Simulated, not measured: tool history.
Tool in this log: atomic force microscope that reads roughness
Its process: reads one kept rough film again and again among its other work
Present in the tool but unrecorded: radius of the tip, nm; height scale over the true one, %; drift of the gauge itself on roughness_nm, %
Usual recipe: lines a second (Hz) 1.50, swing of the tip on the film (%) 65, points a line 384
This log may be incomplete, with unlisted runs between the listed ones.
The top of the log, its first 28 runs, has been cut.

run,hour,lines a second (Hz),swing of the tip on the film (%),points a line,pictures with this tip,hours of work since the height scale was calibrated,roughness of the kept film (nm (root mean square))
29,427.5,1.50,60,308,87,716,2.782
30,446.4,1.50,58,484,120,730,2.838
31,464.7,1.20,65,384,152,743,2.795
32,482.2,2.49,66,581,183,755,2.643
33,498.5,2.95,66,596,211,767,2.580
34,509.7,3.38,66,398,231,775,2.511
35,527.0,3.38,66,398,261,787,2.516
36,547.6,3.38,82,367,297,801,2.082
37,568.6,3.38,82,367,334,816,2.084
# hour 586.1: new tip fitted
38,588.9,3.38,82,594,5,830,2.112
39,600.2,3.38,82,594,25,838,2.107
40,613.7,3.38,82,594,48,848,2.113

Each row is a separate what-if for the run after 40, all from the same tool condition, not one after another. Results?
A,623.0,3.38,60,594,65,855,?
B,623.0,1.75,87,278,65,855,?
C,623.0,1.50,64,384,65,855,?

run,roughness of the kept film (nm (root mean square))
A,2.657
B,2.289
C,2.758
Had the tool no hidden state, the same runs would have come out as:
run,roughness of the kept film (nm (root mean square))
A,2.658
B,2.290
C,2.758
